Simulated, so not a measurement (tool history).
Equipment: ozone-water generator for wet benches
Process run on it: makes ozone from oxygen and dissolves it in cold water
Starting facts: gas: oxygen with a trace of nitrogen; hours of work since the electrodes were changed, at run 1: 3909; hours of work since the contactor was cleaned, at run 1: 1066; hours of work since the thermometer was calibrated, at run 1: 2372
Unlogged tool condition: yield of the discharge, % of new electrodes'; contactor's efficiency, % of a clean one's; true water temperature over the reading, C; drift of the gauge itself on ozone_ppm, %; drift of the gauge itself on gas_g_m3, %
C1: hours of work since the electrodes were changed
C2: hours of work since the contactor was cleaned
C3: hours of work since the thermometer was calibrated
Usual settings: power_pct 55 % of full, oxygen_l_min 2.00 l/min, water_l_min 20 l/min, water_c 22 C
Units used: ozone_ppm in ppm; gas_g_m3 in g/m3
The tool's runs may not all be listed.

{"run": 1, "day": 0.0, "power_pct": 55, "oxygen_l_min": 2.0, "water_l_min": 20, "water_c": 22, "C1": 3909, "C2": 1066, "C3": 2372, "ozone_ppm": 7.8, "gas_g_m3": 124.2}
{"run": 2, "day": 2.304, "power_pct": 55, "oxygen_l_min": 2.0, "water_l_min": 16, "water_c": 22, "C1": 3962, "C2": 1119, "C3": 2424, "ozone_ppm": 9.3, "gas_g_m3": 124.3}
{"run": 3, "day": 5.508, "power_pct": 55, "oxygen_l_min": 2.0, "water_l_min": 20, "water_c": 22, "C1": 4035, "C2": 1192, "C3": 2497, "ozone_ppm": 7.6, "gas_g_m3": 123.2}
{"run": 4, "day": 9.008, "power_pct": 55, "oxygen_l_min": 2.0, "water_l_min": 20, "water_c": 22, "C1": 4114, "C2": 1271, "C3": 2576, "ozone_ppm": 7.6, "gas_g_m3": 122.2}
{"run": 5, "day": 13.242, "power_pct": 55, "oxygen_l_min": 2.0, "water_l_min": 20, "water_c": 22, "C1": 4211, "C2": 1368, "C3": 2673, "ozone_ppm": 7.4, "gas_g_m3": 122.7}
{"run": 6, "day": 16.004, "power_pct": 55, "oxygen_l_min": 1.39, "water_l_min": 20, "water_c": 22, "C1": 4273, "C2": 1430, "C3": 2736, "ozone_ppm": 7.0, "gas_g_m3": 150.9}
{"run": 7, "day": 18.758, "power_pct": 55, "oxygen_l_min": 1.39, "water_l_min": 20, "water_c": 22, "C1": 4336, "C2": 1493, "C3": 2798, "ozone_ppm": 7.1, "gas_g_m3": 150.5}
{"day": 22.917, "done": "water thermometer calibrated"}
{"run": 8, "day": 23.079, "power_pct": 55, "oxygen_l_min": 2.0, "water_l_min": 12, "water_c": 22, "C1": 4434, "C2": 1591, "C3": 4, "ozone_ppm": 11.4, "gas_g_m3": 123.8}
{"run": 9, "day": 26.992, "power_pct": 55, "oxygen_l_min": 2.0, "water_l_min": 12, "water_c": 22, "C1": 4523, "C2": 1680, "C3": 93, "ozone_ppm": 11.4, "gas_g_m3": 122.4}
{"run": 10, "day": 30.875, "power_pct": 55, "oxygen_l_min": 2.46, "water_l_min": 20, "water_c": 22, "C1": 4611, "C2": 1768, "C3": 181, "ozone_ppm": 7.6, "gas_g_m3": 107.5}
{"run": 11, "day": 32.962, "power_pct": 55, "oxygen_l_min": 2.46, "water_l_min": 20, "water_c": 22, "C1": 4658, "C2": 1815, "C3": 228, "ozone_ppm": 7.6, "gas_g_m3": 108.6}
{"run": 12, "day": 36.658, "power_pct": 55, "oxygen_l_min": 2.46, "water_l_min": 20, "water_c": 22, "C1": 4743, "C2": 1900, "C3": 312, "ozone_ppm": 7.6, "gas_g_m3": 106.7}
{"run": 13, "day": 39.262, "power_pct": 44, "oxygen_l_min": 2.0, "water_l_min": 20, "water_c": 22, "C1": 4802, "C2": 1959, "C3": 372, "ozone_ppm": 6.4, "gas_g_m3": 107.8}
{"day": 41.708, "done": "water thermometer calibrated, once more"}
{"run": 14, "day": 42.933, "power_pct": 44, "oxygen_l_min": 2.0, "water_l_min": 20, "water_c": 22, "C1": 4885, "C2": 2042, "C3": 28, "ozone_ppm": 6.6, "gas_g_m3": 108.8}
{"run": 15, "day": 45.45, "power_pct": 44, "oxygen_l_min": 2.0, "water_l_min": 20, "water_c": 22, "C1": 4942, "C2": 2099, "C3": 85, "ozone_ppm": 6.7, "gas_g_m3": 109.1}
{"run": 16, "day": 49.475, "power_pct": 55, "oxygen_l_min": 2.0, "water_l_min": 25, "water_c": 22, "C1": 5034, "C2": 2190, "C3": 177, "ozone_ppm": 5.9, "gas_g_m3": 121.2}
{"run": 17, "day": 51.854, "power_pct": 70, "oxygen_l_min": 2.0, "water_l_min": 31, "water_c": 22, "C1": 5088, "C2": 2245, "C3": 231, "ozone_ppm": 5.3, "gas_g_m3": 137.4}
{"run": 18, "day": 56.108, "power_pct": 91, "oxygen_l_min": 1.71, "water_l_min": 20, "water_c": 21, "C1": 5184, "C2": 2341, "C3": 328, "ozone_ppm": 9.3, "gas_g_m3": 170.6}
{"run": 19, "day": 59.383, "power_pct": 91, "oxygen_l_min": 1.71, "water_l_min": 20, "water_c": 21, "C1": 5259, "C2": 2416, "C3": 402, "ozone_ppm": 9.3, "gas_g_m3": 168.8}
{"run": 20, "day": 61.292, "power_pct": 64, "oxygen_l_min": 1.49, "water_l_min": 21, "water_c": 24, "C1": 5302, "C2": 2459, "C3": 445, "ozone_ppm": 7.3, "gas_g_m3": 155.1}
{"run": 21, "day": 65.017, "power_pct": 64, "oxygen_l_min": 1.49, "water_l_min": 21, "water_c": 24, "C1": 5387, "C2": 2544, "C3": 530, "ozone_ppm": 7.2, "gas_g_m3": 155.3}
{"run": 22, "day": 67.388, "power_pct": 64, "oxygen_l_min": 2.03, "water_l_min": 21, "water_c": 24, "C1": 5441, "C2": 2598, "C3": 584, "ozone_ppm": 7.4, "gas_g_m3": 130.5}
{"run": 23, "day": 70.242, "power_pct": 77, "oxygen_l_min": 1.25, "water_l_min": 20, "water_c": 22, "C1": 5506, "C2": 2663, "C3": 649, "ozone_ppm": 8.0, "gas_g_m3": 189.9}
{"run": 24, "day": 72.3, "power_pct": 55, "oxygen_l_min": 1.59, "water_l_min": 20, "water_c": 22, "C1": 5553, "C2": 2709, "C3": 696, "ozone_ppm": 6.9, "gas_g_m3": 137.6}
{"run": 25, "day": 74.25, "power_pct": 55, "oxygen_l_min": 2.0, "water_l_min": 20, "water_c": 18, "C1": 5597, "C2": 2754, "C3": 740, "ozone_ppm": 7.7, "gas_g_m3": 121.0}
{"run": 26, "day": 76.729, "power_pct": 63, "oxygen_l_min": 2.0, "water_l_min": 20, "water_c": 18, "C1": 5653, "C2": 2810, "C3": 796, "ozone_ppm": 8.2, "gas_g_m3": 128.2}
{"run": 27, "day": 80.133, "power_pct": 49, "oxygen_l_min": 2.0, "water_l_min": 20, "water_c": 14, "C1": 5731, "C2": 2888, "C3": 874, "ozone_ppm": 7.2, "gas_g_m3": 113.4}
{"run": 28, "day": 84.329, "power_pct": 74, "oxygen_l_min": 1.75, "water_l_min": 13, "water_c": 22, "C1": 5826, "C2": 2983, "C3": 969, "ozone_ppm": 12.2, "gas_g_m3": 150.1}
{"run": 29, "day": 86.829, "power_pct": 84, "oxygen_l_min": 1.72, "water_l_min": 27, "water_c": 18, "C1": 5883, "C2": 3040, "C3": 1026, "ozone_ppm": 6.9, "gas_g_m3": 160.3}
{"run": 30, "day": 90.446, "power_pct": 40, "oxygen_l_min": 1.85, "water_l_min": 26, "water_c": 17, "C1": 5965, "C2": 3122, "C3": 1108, "ozone_ppm": 5.0, "gas_g_m3": 107.0}
{"run": 31, "day": 94.7, "power_pct": 40, "oxygen_l_min": 1.24, "water_l_min": 26, "water_c": 17, "C1": 6062, "C2": 3219, "C3": 1205, "ozone_ppm": 4.6, "gas_g_m3": 136.3}
{"run": 32, "day": 96.675, "power_pct": 40, "oxygen_l_min": 1.24, "water_l_min": 26, "water_c": 17, "C1": 6107, "C2": 3264, "C3": 1250, "ozone_ppm": 4.5, "gas_g_m3": 134.6}

Forecast each of these 4 alternatives for the next run:
{"run": "A", "day": 100.85, "power_pct": 46, "oxygen_l_min": 1.24, "water_l_min": 26, "water_c": 23, "C1": 6202, "C2": 3359, "C3": 1345, "ozone_ppm": "?", "gas_g_m3": "?"}
{"run": "B", "day": 100.85, "power_pct": 55, "oxygen_l_min": 2.0, "water_l_min": 20, "water_c": 24, "C1": 6202, "C2": 3359, "C3": 1345, "ozone_ppm": "?", "gas_g_m3": "?"}
{"run": "C", "day": 100.85, "power_pct": 68, "oxygen_l_min": 1.47, "water_l_min": 20, "water_c": 27, "C1": 6202, "C2": 3359, "C3": 1345, "ozone_ppm": "?", "gas_g_m3": "?"}
{"run": "D", "day": 100.85, "power_pct": 76, "oxygen_l_min": 3.41, "water_l_min": 31, "water_c": 17, "C1": 6202, "C2": 3359, "C3": 1345, "ozone_ppm": "?", "gas_g_m3": "?"}

run=A ozone_ppm=4.5 gas_g_m3=145.4
run=B ozone_ppm=7.2 gas_g_m3=117.9
run=C ozone_ppm=7.2 gas_g_m3=157.0
run=D ozone_ppm=6.5 gas_g_m3=99.0
Without the tool's unlogged condition, the same runs would have read:
run=A ozone_ppm=5.1 gas_g_m3=159.0
run=B ozone_ppm=8.2 gas_g_m3=130.3
run=C ozone_ppm=8.4 gas_g_m3=175.5
run=D ozone_ppm=7.7 gas_g_m3=111.6
